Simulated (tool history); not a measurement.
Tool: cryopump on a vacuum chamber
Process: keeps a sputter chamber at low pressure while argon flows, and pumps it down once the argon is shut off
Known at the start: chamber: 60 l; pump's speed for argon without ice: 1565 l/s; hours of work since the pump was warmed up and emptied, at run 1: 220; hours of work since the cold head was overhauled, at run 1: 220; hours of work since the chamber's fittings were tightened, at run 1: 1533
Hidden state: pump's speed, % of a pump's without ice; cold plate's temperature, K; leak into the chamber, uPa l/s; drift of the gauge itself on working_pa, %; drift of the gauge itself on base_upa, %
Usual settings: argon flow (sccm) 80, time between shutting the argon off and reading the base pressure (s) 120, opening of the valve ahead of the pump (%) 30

| run | hour | argon flow (sccm) | time between shutting the argon off and reading the base pressure (s) | opening of the valve ahead of the pump (%) | hours of work since the pump was warmed up and emptied | hours of work since the cold head was overhauled | hours of work since the chamber's fittings were tightened | pressure while argon flows (Pa) | pressure after the wait (uPa) |
|---|---|---|---|---|---|---|---|---|---|
| 1 | 0.0 | 80 | 120 | 30 | 220 | 220 | 1533 | 0.2970 | 0.89 |
| 2 | 16.2 | 80 | 120 | 30 | 228 | 228 | 1541 | 0.2940 | 0.86 |
| 3 | 26.2 | 80 | 120 | 30 | 234 | 234 | 1547 | 0.2947 | 0.83 |
| 4 | 39.6 | 80 | 120 | 30 | 240 | 240 | 1553 | 0.2973 | 0.85 |
| 5 | 56.5 | 80 | 120 | 30 | 249 | 249 | 1562 | 0.2993 | 0.90 |
| 6 | 70.0 | 80 | 120 | 30 | 256 | 256 | 1569 | 0.2979 | 0.86 |
| 7 | 86.8 | 80 | 120 | 30 | 265 | 265 | 1578 | 0.2995 | 0.86 |
| 8 | 96.7 | 80 | 132 | 30 | 270 | 270 | 1583 | 0.2987 | 0.82 |
| 9 | 114.4 | 80 | 132 | 30 | 279 | 279 | 1592 | 0.2977 | 0.90 |
| 10 | 122.2 | 97 | 120 | 30 | 283 | 283 | 1596 | 0.3625 | 0.89 |
| 11 | 132.5 | 97 | 166 | 30 | 288 | 288 | 1601 | 0.3625 | 0.73 |
| 12 | 147.3 | 97 | 166 | 30 | 296 | 296 | 1609 | 0.3634 | 0.80 |
| 13 | 158.3 | 97 | 166 | 30 | 301 | 301 | 1614 | 0.3623 | 0.74 |
| 14 | 173.7 | 39 | 120 | 30 | 309 | 309 | 1622 | 0.1476 | 0.89 |
| 15 | 191.1 | 39 | 120 | 30 | 318 | 318 | 1631 | 0.1461 | 0.88 |
| 16 | 206.6 | 39 | 120 | 30 | 326 | 326 | 1639 | 0.1466 | 0.92 |
| 17 | 223.9 | 39 | 120 | 30 | 335 | 335 | 1648 | 0.1476 | 0.90 |
| 18 | 238.2 | 53 | 259 | 21 | 342 | 342 | 1655 | 0.2844 | 0.69 |
| 19 | 249.2 | 53 | 259 | 17 | 348 | 348 | 1661 | 0.3461 | 0.68 |
| 20 | 262.3 | 159 | 21 | 38 | 355 | 355 | 1668 | 0.4777 | 2.68 |
| 21 | 275.1 | 81 | 259 | 37 | 361 | 361 | 1674 | 0.2518 | 0.69 |
| 22 | 284.3 | 40 | 40 | 30 | 366 | 366 | 1679 | 0.1518 | 1.68 |
| 23 | 298.2 | 68 | 120 | 30 | 373 | 373 | 1686 | 0.2594 | 0.94 |
| 24 | 311.9 | 68 | 120 | 30 | 380 | 380 | 1693 | 0.2567 | 0.91 |
| 25 | 324.9 | 152 | 94 | 17 | 387 | 387 | 1700 | 0.9943 | 1.02 |
| 26 | 333.4 | 152 | 94 | 17 | 391 | 391 | 1704 | 1.0001 | 1.05 |
| 27 | 341.1 | 152 | 94 | 17 | 395 | 395 | 1708 | 1.0009 | 1.06 |
| 28 | 348.4 | 85 | 70 | 48 | 399 | 399 | 1712 | 0.2108 | 1.19 |
| 29 | 360.8 | 99 | 70 | 18 | 405 | 405 | 1718 | 0.6145 | 1.24 |
| 30 | 372.3 | 58 | 103 | 54 | 411 | 411 | 1724 | 0.1280 | 0.97 |
| 31 | 388.6 | 34 | 48 | 22 | 420 | 420 | 1733 | 0.1735 | 1.51 |
| 32 | 400.8 | 151 | 75 | 22 | 426 | 426 | 1739 | 0.7753 | 1.18 |
| 33 | 415.9 | 80 | 96 | 29 | 434 | 434 | 1747 | 0.3152 | 1.02 |

4 ways to go on from here, each from the tool as it stands after run 33. What would each give?
| A | 423.1 | 80 | 28 | 30 | 437 | 437 | 1750 | ? | ? |
| B | 423.1 | 156 | 112 | 19 | 437 | 437 | 1750 | ? | ? |
| C | 423.1 | 73 | 120 | 30 | 437 | 437 | 1750 | ? | ? |
| D | 423.1 | 58 | 96 | 31 | 437 | 437 | 1750 | ? | ? |

| run | pressure while argon flows (Pa) | pressure after the wait (uPa) |
|---|---|---|
| A | 0.3056 | 2.30 |
| B | 0.9187 | 0.91 |
| C | 0.2805 | 0.94 |
| D | 0.2142 | 1.04 |
Without the tool's hidden state the same runs would have given:
| run | pressure while argon flows (Pa) | pressure after the wait (uPa) |
|---|---|---|
| A | 0.2876 | 1.94 |
| B | 0.8837 | 0.57 |
| C | 0.2640 | 0.59 |
| D | 0.2012 | 0.70 |
